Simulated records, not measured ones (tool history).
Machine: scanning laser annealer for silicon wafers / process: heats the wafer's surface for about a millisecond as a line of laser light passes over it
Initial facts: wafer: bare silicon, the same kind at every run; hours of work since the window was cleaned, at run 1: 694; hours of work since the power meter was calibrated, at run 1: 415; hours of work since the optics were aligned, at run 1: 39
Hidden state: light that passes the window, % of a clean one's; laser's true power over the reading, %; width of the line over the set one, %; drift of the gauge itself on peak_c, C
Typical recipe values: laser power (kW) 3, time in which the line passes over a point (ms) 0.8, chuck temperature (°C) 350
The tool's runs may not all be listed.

run,day,laser power (kW),time in which the line passes over a point (ms),chuck temperature (°C),hours of work since the window was cleaned,hours of work since the power meter was calibrated,hours of work since the optics were aligned,highest temperature of the surface (°C)
1,0,3,0.8,350,694,415,39,1075
2,0.471,3,0.8,350,702,423,47,1076
3,0.917,3,0.8,350,708,429,53,1076
4,1.271,3.002,0.8,350,714,435,59,1076
5,1.804,2.79,0.8,350,722,443,67,1012
6,2.312,3,0.8,383,730,451,75,1104
7,3.075,3,0.8,350,742,463,87,1075
8,3.717,3,0.8,350,751,472,97,1068
9,4.242,3,0.8,350,759,481,105,1068
10,4.754,3,0.8,350,767,488,112,1067
11,5.096,3,0.8,350,773,494,118,1066
12,5.729,3,0.8,350,782,503,127,1067
13,6.258,3,0.702,350,790,512,136,1022
# day 6.496: window over the wafer cleaned
14,6.8,3,0.702,350,5,519,143,1074
15,7.154,3,0.702,350,10,524,148,1074
16,7.621,3.173,0.783,350,17,531,155,1169
17,8.362,3.173,0.783,350,29,543,167,1168
18,9.092,3.275,0.656,350,40,554,178,1130
19,9.588,3,0.826,360,48,561,185,1139
# day 9.783: laser's power meter calibrated
20,10.046,2.807,0.659,351,53,4,191,999
21,10.612,2.902,0.654,364,61,13,199,1032
22,11.283,2.805,0.654,364,72,23,210,1003
23,11.854,2.805,0.733,354,80,32,218,1028
# day 12.742: laser's power meter calibrated, once more
24,12.75,3.255,0.8,380,92,0,230,1222
25,13.479,3.255,0.8,380,104,11,241,1219
26,13.95,3,0.567,368,111,19,249,1008
27,14.633,3,0.567,368,121,29,259,1009
28,15.317,2.881,0.606,348,132,40,270,978
29,15.838,3.066,0.8,383,140,48,278,1158
30,16.292,3,0.8,336,147,55,285,1092

4 ways to go on from here, each from the tool as it stands after run 30. What would each give?
A,16.633,2.638,0.8,336,152,60,290,?
B,16.633,3.043,0.831,336,152,60,290,?
C,16.633,2.887,0.836,365,152,60,290,?
D,16.633,3.082,0.974,350,152,60,290,?

run,highest temperature of the surface (°C)
A,977
B,1121
C,1098
D,1209
Without the tool's unlogged condition, the same runs would have read:
run,highest temperature of the surface (°C)
A,990
B,1138
C,1113
D,1228
